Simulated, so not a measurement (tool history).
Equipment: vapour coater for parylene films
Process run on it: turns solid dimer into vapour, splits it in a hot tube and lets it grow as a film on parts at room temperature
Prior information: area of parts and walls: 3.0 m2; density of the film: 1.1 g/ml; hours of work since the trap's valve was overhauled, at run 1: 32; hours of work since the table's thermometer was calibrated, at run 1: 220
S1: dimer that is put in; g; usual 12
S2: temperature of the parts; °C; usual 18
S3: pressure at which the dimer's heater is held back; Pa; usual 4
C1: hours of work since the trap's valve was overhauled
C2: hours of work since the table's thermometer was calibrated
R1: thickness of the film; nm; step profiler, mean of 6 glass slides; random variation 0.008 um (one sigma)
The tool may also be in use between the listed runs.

run,hour,S1,S2,S3,C1,C2,R1
1,0,12,18,4,32,220,2053
2,60.1,12,18,4,58,246,2060
3,100.4,12,18,4,75,263,2053
4,170.9,12,27,4,105,293,1671
5,229.9,12,14,4,130,318,2236
6,276,12,14,4,150,338,2261
7,322.4,12,14,4,170,358,2248
8,366.1,12,17,4,189,377,2095
9,428.9,12,17,4,216,404,2118
10,492.3,12,17,4,243,431,2108
# hour 509.7: trap's valve overhauled
11,529.4,12,17,4,8,445,2099
12,596.2,12,12,4,37,474,2344
13,653.6,12,18,4,62,498,2060
14,692.4,12,18,4,78,515,2035
15,765.2,12,18,4,110,546,2044
16,821.9,12,18,4,134,571,2050
17,866.7,12,18,2.61,153,590,2140
18,910,12,18,2.61,172,608,2144
19,948.7,12,18,2.61,188,625,2134
20,983.7,12,18,2.61,203,640,2137
21,1054.6,12,18,2.61,234,670,2141
# hour 1094.2: trap's valve overhauled
22,1127.7,12,18,2.61,14,700,2145
23,1186.5,12,18,2.61,40,725,2145
24,1261,6,11,2.64,72,757,1259
25,1330,8,19,10.11,101,787,1216
26,1388.3,8,19,10.11,126,812,1217
27,1451.3,8,19,10.11,153,839,1211
28,1524.1,12,28,7.1,184,870,1530
29,1576.5,12,28,7.1,207,893,1549
30,1621.2,10,18,4.97,226,912,1683
# hour 1679: trap's valve overhauled
# hour 1680: table's thermometer calibrated
31,1680,14,12,7.04,0,0,2610
32,1723.9,14,12,7.04,19,19,2591
33,1788.1,16,12,5.65,46,46,3052
34,1848.4,14,24,4.93,72,72,2038
35,1890,14,24,4.93,90,90,2049
36,1950.5,12,12,4,116,116,2356
37,2023.6,12,10,3.61,147,147,2481
38,2103.7,15,19,4,182,182,2518
39,2155.5,16,18,5.37,204,204,2670

For each entry between runs, how does the tool's hidden state at the last listed run before it compare with that at the first listed run after it?
Logged between run 10 and run 11: trap's valve overhauled (hour 509.7)
  vapour lost through the trap's worn valve, %: 0.2 -> 0
Logged between run 21 and run 22: trap's valve overhauled (hour 1094.2)
  vapour lost through the trap's worn valve, %: 0.2 -> 0
Logged between run 30 and run 31: trap's valve overhauled (hour 1679); table's thermometer calibrated (hour 1680)
  vapour lost through the trap's worn valve, %: 0.1 -> 0; true temperature of the parts over the reading, C: -0.02 -> 0

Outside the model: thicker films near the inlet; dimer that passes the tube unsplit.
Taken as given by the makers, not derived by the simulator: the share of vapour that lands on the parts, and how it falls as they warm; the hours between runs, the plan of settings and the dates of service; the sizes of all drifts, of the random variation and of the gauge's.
